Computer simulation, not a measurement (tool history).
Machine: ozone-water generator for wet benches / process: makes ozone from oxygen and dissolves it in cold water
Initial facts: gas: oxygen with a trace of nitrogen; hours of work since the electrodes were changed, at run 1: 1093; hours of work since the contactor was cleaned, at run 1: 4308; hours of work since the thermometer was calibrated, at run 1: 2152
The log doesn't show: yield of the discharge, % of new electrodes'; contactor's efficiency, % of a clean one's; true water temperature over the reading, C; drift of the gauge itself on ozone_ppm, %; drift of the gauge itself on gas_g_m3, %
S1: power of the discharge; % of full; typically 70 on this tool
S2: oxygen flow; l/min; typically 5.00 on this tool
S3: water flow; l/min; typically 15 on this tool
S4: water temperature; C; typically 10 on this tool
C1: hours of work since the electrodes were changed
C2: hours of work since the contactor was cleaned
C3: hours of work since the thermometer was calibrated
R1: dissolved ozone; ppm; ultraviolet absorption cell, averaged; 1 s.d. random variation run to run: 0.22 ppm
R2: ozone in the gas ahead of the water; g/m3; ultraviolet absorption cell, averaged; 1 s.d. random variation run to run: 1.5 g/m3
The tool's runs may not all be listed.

run	hour	S1	S2	S3	S4	C1	C2	C3	R1	R2
1	0.0	70	5.00	15	10	1093	4308	2152	29.4	273.0
2	159.1	70	3.21	15	10	1196	4410	2254	27.8	339.6
3	305.3	70	3.21	15	10	1290	4504	2349	28.0	338.7
4	441.1	70	5.00	15	10	1378	4592	2436	29.0	273.3
5	550.1	70	5.79	15	10	1448	4662	2507	29.3	251.5
6	652.5	70	5.79	15	10	1514	4728	2573	28.6	250.8
7	804.3	70	5.79	15	10	1612	4826	2671	28.7	247.7
8	923.5	70	5.79	15	10	1689	4903	2747	28.5	250.0
9	1002.2	70	5.00	16	10	1740	4954	2798	27.1	268.9
10	1146.5	70	5.00	16	10	1833	5047	2891	27.1	267.6
11	1277.8	70	5.00	15	10	1918	5132	2976	28.6	265.7
12	1350.6	70	5.00	15	10	1964	5179	3023	28.1	267.5
# hour 1412.9: water thermometer calibrated
13	1503.2	70	5.00	15	10	2063	5277	58	28.1	266.1
14	1573.4	70	5.00	15	10	2108	5322	104	28.3	266.1
15	1658.2	70	5.07	15	10	2163	5377	158	28.3	263.7
16	1807.3	70	5.00	15	10	2259	5473	254	28.0	262.7
17	1941.4	70	5.00	15	12	2345	5560	341	27.2	264.5
18	2088.3	86	5.00	15	10	2440	5655	436	31.6	297.6
19	2215.1	86	5.00	19	13	2522	5736	518	24.1	297.7
20	2310.3	86	2.98	19	16	2583	5798	579	21.6	384.2
21	2432.3	70	2.99	15	7	2662	5876	658	26.8	338.6
22	2506.4	70	3.21	15	10	2710	5924	706	26.4	328.9
23	2602.2	70	3.21	15	10	2772	5986	767	26.1	328.6
24	2734.6	70	3.21	15	10	2857	6072	853	26.1	329.9
25	2900.1	61	3.21	15	10	2964	6178	959	24.1	301.6
26	3030.9	61	3.21	15	10	3048	6263	1044	24.0	301.8
27	3148.5	53	8.71	10	17	3124	6339	1120	25.3	167.1
28	3308.6	53	8.71	10	17	3227	6442	1223	25.6	164.0
29	3456.7	62	5.00	10	10	3323	6537	1319	35.2	239.9
30	3542.2	62	7.95	12	10	3378	6593	1374	28.7	188.0
31	3620.5	78	7.95	12	10	3429	6643	1424	33.0	216.8
32	3692.6	78	8.46	23	10	3475	6690	1471	19.3	208.4

Predict each of these 5 candidate next runs independently; none follows another, all start after run 32:
A	3778.4	78	2.61	23	11	3531	6745	1526	?	?
B	3778.4	70	5.00	18	10	3531	6745	1526	?	?
C	3778.4	67	5.00	15	10	3531	6745	1526	?	?
D	3778.4	70	5.00	12	11	3531	6745	1526	?	?
E	3778.4	70	5.00	17	7	3531	6745	1526	?	?

run	R1	R2
A	16.0	379.6
B	22.1	254.4
C	26.0	251.2
D	31.4	256.9
E	24.5	256.2
Stripped of hidden state, with their random variation kept, the same runs would have yielded:
run	R1	R2
A	20.0	415.1
B	27.3	276.6
C	31.9	272.5
D	38.3	279.4
E	30.3	278.5

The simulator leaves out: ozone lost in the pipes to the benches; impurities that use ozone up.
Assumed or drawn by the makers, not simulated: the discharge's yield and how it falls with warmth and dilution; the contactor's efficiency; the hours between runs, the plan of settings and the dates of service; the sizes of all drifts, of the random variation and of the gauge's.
